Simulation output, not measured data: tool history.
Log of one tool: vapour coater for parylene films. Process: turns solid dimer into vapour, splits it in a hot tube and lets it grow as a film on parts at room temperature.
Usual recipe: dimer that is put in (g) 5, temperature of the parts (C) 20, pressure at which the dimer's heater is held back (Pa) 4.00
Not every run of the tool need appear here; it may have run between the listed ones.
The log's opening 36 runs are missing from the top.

run	hour	dimer that is put in (g)	temperature of the parts (C)	pressure at which the dimer's heater is held back (Pa)	hours of work since the trap's valve was overhauled	hours of work since the table's thermometer was calibrated	thickness of the film (µm)
37	1269.1	2	16	6.85	452	1553	0.34
38	1309.1	2	16	6.85	478	1579	0.36
39	1331.2	2	16	6.85	492	1593	0.35
40	1373.6	2	16	6.85	519	1620	0.35
# hour 1400.1: trap's valve overhauled
41	1413.5	4	20	8.11	9	1644	0.62
42	1463.8	4	20	8.11	41	1676	0.62
43	1509.0	5	15	4.00	70	1705	1.04
44	1539.9	5	20	2.31	90	1725	0.91
45	1590.4	5	20	2.38	123	1758	0.89
46	1641.0	3	18	5.29	156	1791	0.53
47	1682.9	3	18	5.29	183	1818	0.53

Alternative continuations, all from the tool just after run 47; predict every row:
A	1716.5	3	18	8.75	205	1839	?
B	1716.5	6	20	2.22	205	1839	?
C	1716.5	5	20	3.25	205	1839	?
D	1716.5	3	16	5.29	205	1839	?

run	thickness of the film (µm)
A	0.49
B	1.06
C	0.83
D	0.55
Stripped of hidden state, with their random variation kept, the same runs would have yielded:
run	thickness of the film (µm)
A	0.49
B	1.08
C	0.85
D	0.56

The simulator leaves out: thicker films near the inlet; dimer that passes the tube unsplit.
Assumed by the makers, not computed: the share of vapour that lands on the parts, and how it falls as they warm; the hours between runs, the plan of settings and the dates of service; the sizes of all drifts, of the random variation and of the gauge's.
